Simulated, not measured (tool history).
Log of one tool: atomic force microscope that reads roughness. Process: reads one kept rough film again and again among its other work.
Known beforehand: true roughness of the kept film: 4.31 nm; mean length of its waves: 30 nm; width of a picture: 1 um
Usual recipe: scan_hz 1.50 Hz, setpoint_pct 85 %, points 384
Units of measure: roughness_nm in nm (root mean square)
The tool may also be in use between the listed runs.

run,hour,scan_hz,setpoint_pct,points,roughness_nm
1,0.0,1.50,85,384,2.871
2,32.9,1.50,85,384,2.834
3,56.5,1.50,85,384,2.809
4,86.9,1.50,85,501,2.765
# hour 96.4: new tip fitted
5,122.2,1.50,85,501,3.151
# hour 126.8: height scale calibrated on a step standard
6,149.4,1.50,85,501,3.094
7,175.6,1.34,89,384,3.011
# hour 196.5: height scale calibrated on a step standard, once more
8,202.5,1.34,89,384,2.963
9,232.4,1.50,56,942,3.211
10,274.7,1.50,56,942,3.142
11,297.4,1.50,88,901,2.841

How would selected steps in roughness_nm from run to run divide? Give the signed amount a tool lacking its hidden state would still show from settings, what came in and random variation, and the signed amount left for the hidden state, including any gauge scatter that is not in both of the compared results.
Hidden conditions of the tool in this case: radius of the tip, nm; height scale over the true one, %; drift of the gauge itself on roughness_nm, %.
Run 4 -> 5: new tip fitted. roughness_nm +0.386 nm (root mean square): hidden state +0.397, all else -0.011.
